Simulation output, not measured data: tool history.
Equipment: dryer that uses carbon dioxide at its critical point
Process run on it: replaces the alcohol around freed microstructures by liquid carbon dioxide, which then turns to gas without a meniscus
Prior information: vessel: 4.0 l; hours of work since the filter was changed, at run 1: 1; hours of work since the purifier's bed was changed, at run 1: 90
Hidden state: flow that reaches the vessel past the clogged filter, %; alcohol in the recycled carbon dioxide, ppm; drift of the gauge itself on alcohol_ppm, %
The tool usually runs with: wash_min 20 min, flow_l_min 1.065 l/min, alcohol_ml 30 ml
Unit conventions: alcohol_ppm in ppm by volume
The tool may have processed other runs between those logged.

run,hour,wash_min,flow_l_min,alcohol_ml,hours of work since the filter was changed,hours of work since the purifier's bed was changed,alcohol_ppm
1,0.0,20,1.065,30,1,90,131
2,28.6,20,1.065,30,22,111,143
3,48.1,27,1.065,30,35,124,66
4,74.0,27,1.065,30,54,143,57
5,100.5,27,1.065,30,73,162,63
6,139.2,20,0.770,30,100,189,446
7,160.3,20,0.770,30,115,204,437
8,192.8,20,0.680,30,138,227,653
9,227.1,20,1.065,30,162,251,196
10,261.2,20,1.065,30,186,275,216
11,300.3,20,1.065,30,214,303,218
12,321.6,20,1.065,30,229,318,235
13,343.5,20,1.065,25,244,333,219
14,363.9,20,1.065,25,259,348,225
# hour 374.3: inlet filter changed
15,390.1,20,1.290,30,11,366,103
16,420.2,20,0.900,30,32,387,282
17,453.8,20,1.580,56,56,411,98
18,483.9,20,1.580,56,78,432,92
19,525.3,20,1.580,56,107,461,97
20,548.4,20,1.500,56,123,478,128
21,579.0,20,1.500,56,145,499,132
22,609.6,20,1.500,56,167,521,135
23,647.6,23,1.065,33,193,548,173
24,670.9,20,0.800,30,210,564,531
25,699.0,20,1.065,28,230,584,260
26,721.1,20,0.820,31,245,600,540
# hour 750.4: inlet filter changed
27,764.8,18,1.120,37,10,630,252
28,802.5,15,1.050,30,37,657,441
29,837.6,32,1.150,30,62,682,93

Forecast each of these 5 alternatives for the next run:
A,862.4,12,0.860,44,79,699,?
B,862.4,20,1.065,47,79,699,?
C,862.4,24,1.065,30,79,699,?
D,862.4,32,1.150,27,79,699,?
E,862.4,29,1.190,65,79,699,?

run,alcohol_ppm
A,1639
B,301
C,137
D,81
E,111
With the hidden condition removed and each run's random variation left untouched, the same runs would have given:
run,alcohol_ppm
A,1415
B,178
C,39
D,0
E,19

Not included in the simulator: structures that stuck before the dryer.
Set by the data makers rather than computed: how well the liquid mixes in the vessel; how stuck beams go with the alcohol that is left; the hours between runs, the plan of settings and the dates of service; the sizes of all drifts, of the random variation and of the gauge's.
